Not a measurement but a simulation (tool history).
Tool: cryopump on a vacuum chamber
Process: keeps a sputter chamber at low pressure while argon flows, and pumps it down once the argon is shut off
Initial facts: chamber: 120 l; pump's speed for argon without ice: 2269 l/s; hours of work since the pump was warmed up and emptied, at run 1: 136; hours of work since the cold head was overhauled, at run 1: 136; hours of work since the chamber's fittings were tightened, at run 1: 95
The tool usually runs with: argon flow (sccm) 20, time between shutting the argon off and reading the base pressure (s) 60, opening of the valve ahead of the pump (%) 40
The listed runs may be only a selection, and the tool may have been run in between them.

run	hour	argon flow (sccm)	time between shutting the argon off and reading the base pressure (s)	opening of the valve ahead of the pump (%)	hours of work since the pump was warmed up and emptied	hours of work since the cold head was overhauled	hours of work since the chamber's fittings were tightened	pressure while argon flows (Pa)	pressure after the wait (uPa)
1	0.0	20	60	40	136	136	95	0.0392	0.46
2	6.6	20	60	22	140	140	98	0.0693	0.49
3	20.8	20	60	22	147	147	106	0.0699	0.44
4	36.1	20	60	22	155	155	114	0.0700	0.50
5	49.8	20	107	40	162	162	121	0.0396	0.35
6	59.9	20	107	40	168	168	126	0.0396	0.32
7	70.2	20	60	40	173	173	132	0.0400	0.51
8	80.9	20	60	40	179	179	137	0.0399	0.49
9	95.3	20	60	40	186	186	145	0.0396	0.46
10	101.9	20	60	40	190	190	148	0.0404	0.53
11	109.7	8	60	40	194	194	152	0.0158	0.50
12	117.8	20	60	40	198	198	156	0.0405	0.52
13	131.4	20	124	40	205	205	164	0.0397	0.35
14	139.7	20	124	40	209	209	168	0.0406	0.37
15	152.6	20	124	40	216	216	175	0.0402	0.37
16	166.6	20	124	40	223	223	182	0.0399	0.34
17	182.3	20	124	40	232	232	190	0.0409	0.37
18	195.2	17	33	36	238	238	197	0.0385	0.73
19	209.2	20	108	22	246	246	204	0.0716	0.35
20	216.8	20	108	22	250	250	208	0.0716	0.36
21	228.8	17	60	29	256	256	214	0.0475	0.55
22	243.4	23	26	26	263	263	222	0.0707	0.87
23	251.7	20	40	25	268	268	226	0.0644	0.66
24	267.8	20	207	24	276	276	235	0.0664	0.33
25	277.0	20	207	24	281	281	240	0.0663	0.35
26	284.6	20	41	18	285	285	244	0.0875	0.68
27	300.7	20	275	57	293	293	252	0.0306	0.30
28	313.1	38	124	38	300	300	258	0.0836	0.41
29	328.5	20	38	40	308	308	267	0.0424	0.67
30	344.4	18	38	24	316	316	275	0.0608	0.70
31	355.4	18	38	24	322	322	281	0.0609	0.70
32	362.0	33	26	24	325	325	284	0.1106	0.93
33	369.7	14	113	19	329	329	288	0.0583	0.42
34	379.4	29	52	53	335	335	293	0.0487	0.59

Difference, measured minus no-hidden-state, one row per run. Run-to-run variation is common to both terms; the gauge's own scatter need not be:
Unlogged tool condition in this case: pump's speed, % of a pump's without ice; cold plate's temperature, K; leak into the chamber, uPa l/s; drift of the gauge itself on working_pa, %; drift of the gauge itself on base_upa, %.
run	pressure while argon flows (Pa)	pressure after the wait (uPa)
1	+0.0019	+0.05
2	+0.0020	+0.05
3	+0.0021	+0.06
4	+0.0022	+0.06
5	+0.0023	+0.06
6	+0.0024	+0.06
7	+0.0024	+0.07
8	+0.0025	+0.07
9	+0.0026	+0.07
10	+0.0027	+0.07
11	+0.0011	+0.07
12	+0.0028	+0.08
13	+0.0029	+0.08
14	+0.0031	+0.08
15	+0.0032	+0.09
16	+0.0033	+0.08
17	+0.0034	+0.09
18	+0.0031	+0.09
19	+0.0037	+0.10
20	+0.0038	+0.10
21	+0.0034	+0.11
22	+0.0047	+0.11
23	+0.0042	+0.10
24	+0.0043	+0.11
25	+0.0045	+0.12
26	+0.0045	+0.12
27	+0.0046	+0.12
28	+0.0092	+0.13
29	+0.0050	+0.12
30	+0.0046	+0.13
31	+0.0048	+0.13
32	+0.0088	+0.14
33	+0.0038	+0.13
34	+0.0080	+0.14
